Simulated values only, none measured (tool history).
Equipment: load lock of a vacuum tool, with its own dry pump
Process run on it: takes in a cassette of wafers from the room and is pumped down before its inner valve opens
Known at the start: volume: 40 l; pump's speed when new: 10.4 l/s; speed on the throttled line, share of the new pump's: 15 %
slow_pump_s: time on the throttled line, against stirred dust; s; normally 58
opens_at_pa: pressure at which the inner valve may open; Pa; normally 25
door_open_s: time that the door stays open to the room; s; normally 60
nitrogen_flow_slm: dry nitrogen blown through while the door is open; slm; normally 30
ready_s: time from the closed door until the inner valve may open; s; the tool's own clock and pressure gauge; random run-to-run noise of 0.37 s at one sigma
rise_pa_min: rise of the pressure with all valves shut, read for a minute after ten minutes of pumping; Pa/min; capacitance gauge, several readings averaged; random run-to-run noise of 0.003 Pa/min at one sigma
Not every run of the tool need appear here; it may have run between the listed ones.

| run | hour | slow_pump_s | opens_at_pa | door_open_s | nitrogen_flow_slm | incoming humidity of the room's air, % | ready_s | rise_pa_min |
|---|---|---|---|---|---|---|---|---|
| 1 | 0 | 58 | 25 | 60 | 30 | 42 | 81.5 | 0.03 |
| 2 | 409.2 | 58 | 25 | 60 | 30 | 43.2 | 81.7 | 0.033 |
| 3 | 890.1 | 58 | 25 | 163 | 30 | 43.4 | 80.9 | 0.056 |
| 4 | 1383.2 | 58 | 25 | 32 | 30 | 39.3 | 81.7 | 0.025 |
| 5 | 1933 | 58 | 25 | 60 | 30 | 46.5 | 81.4 | 0.037 |
| 6 | 2299.6 | 58 | 25 | 60 | 30 | 44.9 | 81.9 | 0.028 |
| 7 | 2822 | 58 | 25 | 60 | 4 | 46.3 | 81.1 | 0.056 |
| 8 | 3105.5 | 58 | 25 | 60 | 4 | 46.5 | 81.9 | 0.059 |
| 9 | 3364.7 | 58 | 25 | 60 | 30 | 45 | 81.9 | 0.034 |
| 10 | 3669.5 | 58 | 25 | 60 | 8 | 46.5 | 81 | 0.05 |
| 11 | 3965.8 | 58 | 25 | 33 | 30 | 42.5 | 81.4 | 0.021 |
| 12 | 4458.5 | 58 | 25 | 33 | 30 | 50 | 81.4 | 0.023 |
| 13 | 5078.8 | 58 | 25 | 33 | 30 | 44.5 | 81 | 0.021 |
| 14 | 5663.2 | 58 | 25 | 33 | 30 | 46 | 81.5 | 0.019 |
| 15 | 5994.8 | 58 | 25 | 33 | 30 | 46.1 | 81.4 | 0.015 |
| 16 | 6347.6 | 58 | 46 | 60 | 30 | 46 | 79 | 0.032 |
| 17 | 6668.2 | 58 | 46 | 60 | 30 | 45.3 | 78.4 | 0.034 |
| 18 | 7205 | 58 | 46 | 60 | 30 | 47.4 | 79.2 | 0.034 |
| 19 | 7569.8 | 58 | 46 | 60 | 30 | 46.7 | 78.9 | 0.027 |
| 20 | 8180 | 58 | 46 | 48 | 8 | 41 | 78.8 | 0.045 |
| 21 | 8485.3 | 58 | 46 | 48 | 8 | 44.9 | 79.2 | 0.041 |
| 22 | 8842.6 | 58 | 22 | 60 | 11 | 44.7 | 81.8 | 0.049 |
| 23 | 9436.2 | 35 | 22 | 46 | 10 | 42.7 | 62.2 | 0.044 |
| 24 | 9852.6 | 35 | 22 | 46 | 10 | 43.7 | 62.2 | 0.034 |
| 25 | 10155.5 | 35 | 22 | 83 | 22 | 46.4 | 62.4 | 0.048 |
| 26 | 10538.9 | 98 | 21 | 186 | 31 | 46.9 | 116 | 0.065 |
| 27 | 10893.4 | 81 | 25 | 60 | 30 | 43.3 | 100.3 | 0.032 |
| 28 | 11489.8 | 88 | 25 | 180 | 30 | 43.1 | 107.3 | 0.059 |
| 29 | 11813.5 | 34 | 25 | 38 | 30 | 47.1 | 61.3 | 0.033 |
| 30 | 12135.3 | 101 | 19 | 87 | 5 | 42.4 | 119.4 | 0.068 |
| 31 | 12432.9 | 83 | 35 | 27 | 31 | 46.4 | 101.8 | 0.017 |
| 32 | 13054 | 107 | 40 | 136 | 5 | 46.3 | 121.1 | 0.1 |
| 33 | 13466.6 | 58 | 26 | 60 | 30 | 45.1 | 81.7 | 0.027 |
| 34 | 14054.4 | 41 | 26 | 60 | 13 | 46.9 | 66.5 | 0.041 |
| 35 | 14476 | 41 | 26 | 99 | 13 | 46.3 | 66.6 | 0.061 |
| 36 | 15046.5 | 41 | 40 | 99 | 13 | 42.2 | 64.7 | 0.054 |

Put back what was entered between runs (2 entries, withheld): which listed runs does each sit between, and how does the hidden state differ from the listed run before to the listed run after?
After run 12, before run 13: door's seal changed, seat wiped (hour 5078.8)
  leak at the door's seal, Pa l/s: 0.0027 -> 0.002
After run 32, before run 33: door's seal changed, seat wiped (hour 13100.6)
  leak at the door's seal, Pa l/s: 0.0028 -> 0.002

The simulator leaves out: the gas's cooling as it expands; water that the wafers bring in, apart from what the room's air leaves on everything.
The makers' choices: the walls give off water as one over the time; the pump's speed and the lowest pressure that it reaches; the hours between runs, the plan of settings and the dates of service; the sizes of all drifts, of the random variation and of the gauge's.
